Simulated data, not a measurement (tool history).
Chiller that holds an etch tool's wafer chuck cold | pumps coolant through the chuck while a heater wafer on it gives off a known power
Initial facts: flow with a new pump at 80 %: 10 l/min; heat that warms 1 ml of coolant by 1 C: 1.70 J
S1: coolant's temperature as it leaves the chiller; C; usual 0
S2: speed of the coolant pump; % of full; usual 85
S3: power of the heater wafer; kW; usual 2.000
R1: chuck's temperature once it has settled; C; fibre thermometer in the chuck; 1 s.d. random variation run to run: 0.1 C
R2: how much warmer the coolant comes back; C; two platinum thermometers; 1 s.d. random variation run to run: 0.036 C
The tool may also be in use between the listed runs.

run	hour	S1	S2	S3	R1	R2
1	0.0	0	85	2.000	18.1	7.06
2	109.7	0	85	2.000	17.9	7.05
3	162.4	0	85	2.000	17.7	7.08
4	213.8	0	89	2.000	17.5	6.68
5	279.6	-6	85	2.000	12.0	7.06
6	325.7	0	85	2.000	18.1	7.02
7	405.1	0	85	2.000	18.2	7.02
8	458.8	0	85	2.000	18.3	7.12
9	567.7	0	85	2.000	18.2	7.12
10	623.4	0	85	2.000	18.2	7.10
11	684.4	0	85	2.000	18.3	7.18
12	777.9	0	85	2.000	18.2	7.10
13	877.8	0	85	2.000	18.4	7.15
14	926.9	0	85	2.000	18.6	7.16
15	1024.9	0	85	2.000	18.6	7.17
16	1135.2	0	85	2.000	18.7	7.21
17	1245.4	-9	73	2.000	12.0	8.42
18	1304.5	-9	73	2.000	12.0	8.56

Run 19, settings as shown, results not yet in. Your forecast:
19	1405.1	-9	73	2.000	?	?

R1: 12.1 C
R2: 8.60 C
Had the tool carried no hidden state, the very same run would have given R1 8.6 C, R2 7.89 C.

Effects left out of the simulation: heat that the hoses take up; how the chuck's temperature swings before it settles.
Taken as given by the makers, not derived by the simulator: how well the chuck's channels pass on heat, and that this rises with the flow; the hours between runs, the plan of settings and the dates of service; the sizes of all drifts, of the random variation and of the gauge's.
